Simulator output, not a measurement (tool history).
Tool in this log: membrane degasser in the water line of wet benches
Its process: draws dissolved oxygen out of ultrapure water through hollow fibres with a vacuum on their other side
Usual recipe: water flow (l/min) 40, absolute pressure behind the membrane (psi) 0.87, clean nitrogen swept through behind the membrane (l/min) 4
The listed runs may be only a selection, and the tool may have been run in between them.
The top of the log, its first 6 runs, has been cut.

run,day,water flow (l/min),absolute pressure behind the membrane (psi),clean nitrogen swept through behind the membrane (l/min),dissolved oxygen in the water behind the degasser (ppb),pressure that the water loses in the fibres (psi)
7,11.971,29,0.87,4,55,4.076
8,14.2,29,0.87,4,53.4,4.033
9,15.875,29,0.87,8.02,29.9,4.038
10,17.904,24,0.87,4,43.6,3.345
11,19.717,24,0.87,4,43.4,3.343
12,22.396,24,0.87,6.04,29.2,3.365
13,24.954,30,0.87,4,55.2,4.229
14,26.158,30,0.87,4,55.6,4.234
15,27.75,30,0.87,4,56.1,4.186
16,28.929,30,0.87,4,56.3,4.229
17,31.071,40,1.363,3.12,191.8,5.655
18,32.617,40,1.363,3.12,192.6,5.556
19,35.192,48,0.757,5.94,58,6.75
20,36.879,48,0.757,5.94,58.5,6.77
21,39.358,48,0.757,5.94,58.4,6.762
22,40.562,48,0.757,5.94,59,6.76
23,42.946,31,0.87,7.22,36.4,4.38
24,45.396,31,0.87,7.22,36.2,4.392
25,46.512,51,0.87,2.39,151.8,7.239
26,49.129,45,0.541,2.32,39.8,6.373

For run 27, what comes out?
27,51.6,45,0.541,2.32,?,?

dissolved oxygen in the water behind the degasser (ppb): 39.9
pressure that the water loses in the fibres (psi): 6.334
Take away the tool's hidden state, keep the run-to-run variation as it was, and the same run would have given dissolved oxygen in the water behind the degasser (ppb) 39.8, pressure that the water loses in the fibres (psi) 6.224.
